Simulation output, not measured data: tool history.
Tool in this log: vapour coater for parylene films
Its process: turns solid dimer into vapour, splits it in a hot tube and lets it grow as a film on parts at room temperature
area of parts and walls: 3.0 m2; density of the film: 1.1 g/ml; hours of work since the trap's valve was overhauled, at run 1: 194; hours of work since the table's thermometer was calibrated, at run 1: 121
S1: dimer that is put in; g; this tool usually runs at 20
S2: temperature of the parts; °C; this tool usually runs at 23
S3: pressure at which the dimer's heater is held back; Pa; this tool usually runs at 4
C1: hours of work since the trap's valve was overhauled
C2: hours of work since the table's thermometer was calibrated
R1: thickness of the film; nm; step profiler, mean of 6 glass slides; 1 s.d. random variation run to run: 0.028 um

| run | hour | S1 | S2 | S3 | C1 | C2 | R1 |
|---|---|---|---|---|---|---|---|
| 1 | 0 | 20 | 23 | 4 | 194 | 121 | 3350 |
| 2 | 14 | 20 | 23 | 4 | 202 | 128 | 3310 |
| 3 | 25.8 | 20 | 23 | 4 | 208 | 134 | 3390 |
| 4 | 43 | 20 | 23 | 4 | 216 | 143 | 3390 |
| 5 | 60.7 | 20 | 23 | 4 | 225 | 152 | 3310 |
| 6 | 78.6 | 20 | 23 | 2.05 | 234 | 161 | 3520 |
| 7 | 95.6 | 20 | 22 | 4 | 243 | 169 | 3340 |
| 8 | 115.9 | 20 | 22 | 4 | 253 | 180 | 3400 |
| 9 | 137.7 | 20 | 23 | 4 | 264 | 191 | 3330 |
| 10 | 150.3 | 20 | 20 | 4 | 271 | 197 | 3570 |
| 11 | 171.2 | 20 | 20 | 4 | 281 | 208 | 3540 |
| 12 | 192.9 | 20 | 23 | 4 | 292 | 219 | 3310 |
| 13 | 213.9 | 20 | 23 | 4 | 303 | 229 | 3370 |
| 14 | 223.1 | 20 | 23 | 4 | 308 | 234 | 3390 |
| 15 | 242.4 | 20 | 23 | 4 | 317 | 244 | 3370 |
| 16 | 254 | 20 | 20 | 6.19 | 323 | 250 | 3450 |
| 17 | 267.5 | 9 | 23 | 4.08 | 330 | 256 | 1510 |
| 18 | 289.4 | 29 | 22 | 3.22 | 341 | 268 | 5070 |
| 19 | 299.7 | 11 | 24 | 3.9 | 346 | 273 | 1840 |
| 20 | 317.4 | 11 | 24 | 3.9 | 355 | 282 | 1830 |
| 21 | 326.8 | 27 | 22 | 6.64 | 360 | 286 | 4380 |
| 22 | 346.2 | 27 | 19 | 6.64 | 370 | 296 | 4760 |
| 23 | 367.5 | 27 | 19 | 6.64 | 381 | 307 | 4700 |
| 24 | 377.8 | 10 | 23 | 8.9 | 386 | 312 | 1570 |
| 25 | 390.4 | 10 | 28 | 5.02 | 392 | 319 | 1470 |
| 26 | 410.3 | 11 | 18 | 7.26 | 402 | 329 | 1950 |

Here are 3 independent what-if runs from the current tool condition. What would each one return?
| A | 427 | 11 | 17 | 11.38 | 411 | 337 | ? |
| B | 427 | 26 | 23 | 10.98 | 411 | 337 | ? |
| C | 427 | 20 | 18 | 4 | 411 | 337 | ? |

| run | R1 |
|---|---|
| A | 1940 |
| B | 3950 |
| C | 3740 |
Had the tool no hidden state, the same runs would have come out as:
| run | R1 |
|---|---|
| A | 1960 |
| B | 3980 |
| C | 3770 |
